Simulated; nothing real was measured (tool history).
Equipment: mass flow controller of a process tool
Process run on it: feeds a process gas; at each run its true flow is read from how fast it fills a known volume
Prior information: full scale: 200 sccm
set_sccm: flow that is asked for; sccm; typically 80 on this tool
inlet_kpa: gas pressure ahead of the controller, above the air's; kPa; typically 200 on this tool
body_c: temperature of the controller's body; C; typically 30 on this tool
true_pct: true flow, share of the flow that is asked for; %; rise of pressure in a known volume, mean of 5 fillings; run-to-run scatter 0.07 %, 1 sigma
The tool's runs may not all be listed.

Run 1, hour 0: usual settings. Result: true_pct 98.23 %.
Run 2, hour 101.9: usual settings but inlet_kpa 193 kPa. Result: true_pct 98.14 %.
Run 3, hour 308.4: usual settings but inlet_kpa 193 kPa. Result: true_pct 98.38 %.
Run 4, hour 492.9: usual settings but inlet_kpa 193 kPa. Result: true_pct 98.59 %.
Run 5, hour 603.2: usual settings but inlet_kpa 193 kPa. Result: true_pct 98.57 %.
Run 6, hour 725.3: usual settings but inlet_kpa 193 kPa. Result: true_pct 98.62 %.

Run 7 is up next; what results do you expect?
Run 7, hour 933.7: usual settings but inlet_kpa 193 kPa. Result: true_pct ?.

{"run 7": {"true_pct": 98.84}}
With the hidden condition absent and the run-to-run variation left alone, this run would have shown true_pct 98.15 %.
